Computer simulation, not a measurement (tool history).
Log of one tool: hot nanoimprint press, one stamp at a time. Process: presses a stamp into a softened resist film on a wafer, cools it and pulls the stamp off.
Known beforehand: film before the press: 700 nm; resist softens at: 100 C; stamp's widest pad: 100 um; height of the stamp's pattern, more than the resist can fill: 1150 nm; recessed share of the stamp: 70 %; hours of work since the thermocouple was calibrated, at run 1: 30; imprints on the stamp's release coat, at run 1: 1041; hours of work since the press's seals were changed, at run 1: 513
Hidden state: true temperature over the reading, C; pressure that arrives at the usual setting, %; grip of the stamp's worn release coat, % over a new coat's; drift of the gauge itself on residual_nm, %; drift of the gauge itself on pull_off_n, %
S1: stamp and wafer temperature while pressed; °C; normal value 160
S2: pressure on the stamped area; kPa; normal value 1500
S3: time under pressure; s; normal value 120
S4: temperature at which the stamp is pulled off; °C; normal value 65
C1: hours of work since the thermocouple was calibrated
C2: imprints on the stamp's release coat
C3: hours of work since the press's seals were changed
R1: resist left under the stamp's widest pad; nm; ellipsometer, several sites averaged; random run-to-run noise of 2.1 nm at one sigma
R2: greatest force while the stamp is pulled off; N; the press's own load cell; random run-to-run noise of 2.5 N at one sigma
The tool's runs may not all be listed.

run	hour	S1	S2	S3	S4	C1	C2	C3	R1	R2
1	0.0	160	1500	120	65	30	1041	513	346.2	138
# hour 28.3: stamp cleaned and given a new release coat
2	33.5	160	1500	120	65	46	14	529	346.4	118
3	64.1	160	1500	120	65	64	97	547	347.5	115
4	88.3	160	1500	130	65	79	163	561	335.5	119
5	119.1	160	1500	130	65	97	246	579	333.9	116
6	135.4	160	1500	130	65	106	290	589	334.7	125
7	152.7	160	1500	67	65	116	337	599	414.1	118
8	169.8	160	1500	67	65	127	383	609	410.3	124
9	194.3	153	1500	120	65	141	450	623	446.8	121
10	211.4	149	1530	188	69	151	496	633	460.0	118
11	232.4	160	1500	93	65	163	553	646	369.6	123

Entry by entry between the runs, the difference in hidden state between the last listed run before and the first listed run after:
In the gap between runs 1 and 2: stamp cleaned and given a new release coat (hour 28.3)
  true temperature over the reading, C: 0.1 -> 0.18; pressure that arrives at the usual setting, %: 97.86 -> 97.79; grip of the stamp's worn release coat, % over a new coat's: 23 -> 0.3
  measured less the result without the state, R1: +2.0 -> +0.9 nm; R2: +26 -> +0 N

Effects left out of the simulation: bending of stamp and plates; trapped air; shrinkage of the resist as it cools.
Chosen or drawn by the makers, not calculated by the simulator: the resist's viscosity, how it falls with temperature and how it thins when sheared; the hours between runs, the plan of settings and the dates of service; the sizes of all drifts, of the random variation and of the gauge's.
